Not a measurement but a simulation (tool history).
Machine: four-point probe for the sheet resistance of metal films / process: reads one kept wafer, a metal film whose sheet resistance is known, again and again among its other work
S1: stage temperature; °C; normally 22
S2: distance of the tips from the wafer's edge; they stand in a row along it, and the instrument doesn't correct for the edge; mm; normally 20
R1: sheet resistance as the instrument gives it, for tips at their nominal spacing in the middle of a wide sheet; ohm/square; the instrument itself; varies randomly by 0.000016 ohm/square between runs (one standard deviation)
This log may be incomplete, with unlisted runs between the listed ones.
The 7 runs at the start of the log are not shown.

| run | day | S1 | S2 | R1 |
|---|---|---|---|---|
| 8 | 3.417 | 33 | 20 | 0.078101 |
| 9 | 4.167 | 33 | 20 | 0.078136 |
| 10 | 4.512 | 33 | 20 | 0.078121 |
| 11 | 4.892 | 33 | 20 | 0.078158 |
| 12 | 5.538 | 19 | 20 | 0.077975 |
| 13 | 6.267 | 19 | 3 | 0.079113 |
| 14 | 7.038 | 19 | 3 | 0.079123 |
| 15 | 7.708 | 19 | 3 | 0.079111 |
| 16 | 8.254 | 22 | 20 | 0.078 |
| 17 | 8.683 | 22 | 20 | 0.078049 |
| 18 | 9.325 | 22 | 69 | 0.078016 |
| 19 | 9.7 | 23 | 26 | 0.078033 |
| 20 | 10.267 | 25 | 5 | 0.078438 |
| 21 | 10.738 | 24 | 7 | 0.078217 |
| 22 | 11.512 | 24 | 7 | 0.078216 |
| 23 | 12.229 | 29 | 4 | 0.078694 |
| 24 | 12.733 | 29 | 4 | 0.078702 |
| 25 | 13.183 | 29 | 4 | 0.078718 |
| 26 | 13.533 | 27 | 6 | 0.078333 |
| 27 | 13.921 | 27 | 20 | 0.078071 |
| 28 | 14.621 | 34 | 20 | 0.078134 |
| 29 | 15.096 | 18 | 6 | 0.078253 |
| 30 | 15.533 | 21 | 16 | 0.078034 |
| 31 | 16.021 | 21 | 16 | 0.078024 |

Each row is a separate what-if for the run after 31, all from the same tool condition, not one after another. Results?
| A | 16.571 | 20 | 16 | ? |
| B | 16.571 | 23 | 64 | ? |
| C | 16.571 | 25 | 51 | ? |
| D | 16.571 | 22 | 55 | ? |
| E | 16.571 | 23 | 16 | ? |

| run | R1 |
|---|---|
| A | 0.078024 |
| B | 0.07801 |
| C | 0.078012 |
| D | 0.077976 |
| E | 0.078041 |
Take away the tool's hidden state, keep each run's random variation, and the runs would have read:
| run | R1 |
|---|---|
| A | 0.078018 |
| B | 0.078005 |
| C | 0.078006 |
| D | 0.07797 |
| E | 0.078036 |

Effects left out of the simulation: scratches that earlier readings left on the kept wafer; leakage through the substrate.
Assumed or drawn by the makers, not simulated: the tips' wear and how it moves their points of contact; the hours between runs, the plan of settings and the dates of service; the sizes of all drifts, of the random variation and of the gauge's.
